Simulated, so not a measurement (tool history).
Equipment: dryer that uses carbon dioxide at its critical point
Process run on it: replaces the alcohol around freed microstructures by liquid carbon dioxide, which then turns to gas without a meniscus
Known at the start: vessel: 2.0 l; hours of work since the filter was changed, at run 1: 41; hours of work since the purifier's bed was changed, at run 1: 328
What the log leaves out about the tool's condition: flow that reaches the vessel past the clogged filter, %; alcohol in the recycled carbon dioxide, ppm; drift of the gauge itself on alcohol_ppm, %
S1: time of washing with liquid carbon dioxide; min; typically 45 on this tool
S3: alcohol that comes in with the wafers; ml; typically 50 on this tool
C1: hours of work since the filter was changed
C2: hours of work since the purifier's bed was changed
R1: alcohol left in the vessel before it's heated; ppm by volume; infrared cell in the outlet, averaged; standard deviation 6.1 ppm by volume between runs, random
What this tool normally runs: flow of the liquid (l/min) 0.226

run 1 hour=0 | S1=45 flow_of_the_liquid_(l/min)=0.226 S3=50 | C1=41 C2=328 | R1=356
run 2 hour=20.2 | S1=45 flow_of_the_liquid_(l/min)=0.226 S3=93 | C1=55 C2=342 | R1=603
run 3 hour=47.7 | S1=59 flow_of_the_liquid_(l/min)=0.226 S3=50 | C1=75 C2=362 | R1=183
run 4 hour=76 | S1=59 flow_of_the_liquid_(l/min)=0.369 S3=50 | C1=96 C2=383 | R1=136
run 5 hour=106.5 | S1=59 flow_of_the_liquid_(l/min)=0.369 S3=95 | C1=118 C2=405 | R1=133
run 6 hour=146.9 | S1=45 flow_of_the_liquid_(l/min)=0.226 S3=98 | C1=147 C2=434 | R1=711
run 7 hour=170.3 | S1=45 flow_of_the_liquid_(l/min)=0.226 S3=54 | C1=164 C2=451 | R1=465
run 8 hour=188.8 | S1=45 flow_of_the_liquid_(l/min)=0.226 S3=54 | C1=178 C2=465 | R1=463
run 9 hour=222.9 | S1=46 flow_of_the_liquid_(l/min)=0.238 S3=45 | C1=203 C2=490 | R1=365
run 10 hour=251.7 | S1=33 flow_of_the_liquid_(l/min)=0.189 S3=86 | C1=224 C2=511 | R1=3126
-- hour=273.8 inlet filter changed
run 11 hour=274.3 | S1=45 flow_of_the_liquid_(l/min)=0.38 S3=50 | C1=0 C2=526 | R1=176
run 12 hour=309.2 | S1=45 flow_of_the_liquid_(l/min)=0.368 S3=37 | C1=26 C2=552 | R1=187

Forecast run 13:
run 13 hour=333 | S1=47 flow_of_the_liquid_(l/min)=0.308 S3=46 | C1=43 C2=569 | R1=?

{"run 13": {"R1": 217}}
Without the tool's hidden state the same run would have given R1 40 ppm by volume.
